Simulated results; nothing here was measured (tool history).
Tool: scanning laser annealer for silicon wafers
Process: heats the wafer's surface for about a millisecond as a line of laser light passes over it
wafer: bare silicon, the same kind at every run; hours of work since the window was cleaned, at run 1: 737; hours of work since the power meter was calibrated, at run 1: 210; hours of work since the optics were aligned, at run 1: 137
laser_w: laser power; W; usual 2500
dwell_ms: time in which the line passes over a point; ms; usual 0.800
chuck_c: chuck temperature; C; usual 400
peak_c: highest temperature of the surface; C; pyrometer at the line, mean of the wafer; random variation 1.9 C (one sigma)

run	hour	laser_w	dwell_ms	chuck_c	hours of work since the window was cleaned	hours of work since the power meter was calibrated	hours of work since the optics were aligned	peak_c
1	0.0	2500	0.800	400	737	210	137	1163
# hour 94.5: window over the wafer cleaned
2	96.6	2500	0.800	400	1	261	188	1194
3	182.7	2500	0.800	400	47	307	234	1191
4	248.9	2500	0.800	400	83	342	269	1192
5	345.6	2415	0.800	400	134	394	321	1153
6	390.8	2500	0.800	396	159	418	345	1182
7	448.2	2500	0.800	396	189	449	376	1180
8	547.2	2500	0.800	396	242	502	429	1175
9	591.6	2500	0.800	396	266	526	453	1172
10	671.0	2500	0.800	396	308	568	495	1174
11	721.8	2500	0.800	396	336	595	522	1172
12	768.2	2500	0.800	396	360	620	547	1174
13	820.4	2500	0.800	396	388	648	575	1165
14	904.5	2500	0.800	396	433	693	620	1168
15	994.2	2500	0.696	400	481	741	668	1126
16	1055.3	2519	0.696	400	514	774	701	1130
17	1131.8	2291	0.800	400	555	815	742	1091
18	1221.7	2291	0.800	428	603	863	790	1114
19	1298.3	2507	0.800	409	644	904	831	1171
20	1399.7	2557	0.756	400	698	958	885	1161
# hour 1424.2: optics aligned, line set to its width
21	1490.3	2557	0.756	400	744	1004	35	1164
# hour 1572.0: window over the wafer cleaned
22	1584.2	2552	0.944	431	6	1053	85	1298
23	1660.1	2500	0.800	393	47	1094	125	1181
24	1750.5	2500	0.621	387	95	1142	174	1093
25	1825.7	2644	0.571	369	136	1182	214	1095
26	1901.0	2139	0.560	400	176	1223	254	957
27	1992.6	2216	0.707	390	225	1272	303	1030
28	2043.7	2436	0.594	397	252	1299	330	1062
29	2129.9	2436	0.594	397	299	1345	377	1060
30	2229.4	2165	0.637	434	352	1398	430	1027
31	2300.7	2165	0.637	428	390	1437	468	1021
32	2387.9	2392	0.932	403	437	1483	515	1180
33	2431.9	2392	0.932	403	460	1507	538	1181
34	2504.5	2264	0.932	361	499	1546	577	1085
35	2567.4	2264	0.699	415	533	1579	611	1054

3 ways to go on from here, each from the tool as it stands after run 35. What would each give?
A	2637.0	2264	0.580	415	570	1617	648	?
B	2637.0	2264	0.784	415	570	1617	648	?
C	2637.0	2264	0.699	364	570	1617	648	?

run	peak_c
A	1005
B	1083
C	1002
Without the tool's hidden state the same runs would have given:
run	peak_c
A	1038
B	1120
C	1037
